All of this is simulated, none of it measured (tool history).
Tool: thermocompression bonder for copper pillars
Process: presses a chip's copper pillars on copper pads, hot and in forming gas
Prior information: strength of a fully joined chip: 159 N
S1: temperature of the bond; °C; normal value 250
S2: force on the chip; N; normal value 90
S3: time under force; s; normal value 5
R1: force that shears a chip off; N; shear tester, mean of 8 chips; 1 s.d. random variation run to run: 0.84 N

run	day	S1	S2	S3	R1
1	0	250	90	5	61.1
2	0.233	234	90	5	44.5
3	0.517	250	90	5	60.4
4	0.908	250	90	5	60.6
5	1.188	250	90	5	60.3
6	1.571	250	110	5	69.7
7	1.862	250	110	5	68.4
8	2.058	250	110	5	68.7
9	2.421	256	110	5	73.4
10	2.658	256	110	5	74.4
# day 2.921: forming gas filter changed
11	2.971	250	79	5	55.2
12	3.279	251	94	12	87.5
13	3.596	268	120	10	115.4
14	3.825	250	90	13	85.9
15	4.008	258	102	13	102.5
16	4.179	250	67	11	66
17	4.35	222	86	9	42.9
18	4.675	226	90	7	43
19	5.05	226	90	7	45

Each row is a separate what-if for the run after 19, all from the same tool condition, not one after another. Results?
A	5.271	248	70	6	?
B	5.271	226	62	7	?
C	5.271	253	90	5	?

run	R1
A	54.5
B	32.2
C	65.3
Without the tool's hidden state the same runs would have given:
run	R1
A	60.8
B	36.8
C	72.3

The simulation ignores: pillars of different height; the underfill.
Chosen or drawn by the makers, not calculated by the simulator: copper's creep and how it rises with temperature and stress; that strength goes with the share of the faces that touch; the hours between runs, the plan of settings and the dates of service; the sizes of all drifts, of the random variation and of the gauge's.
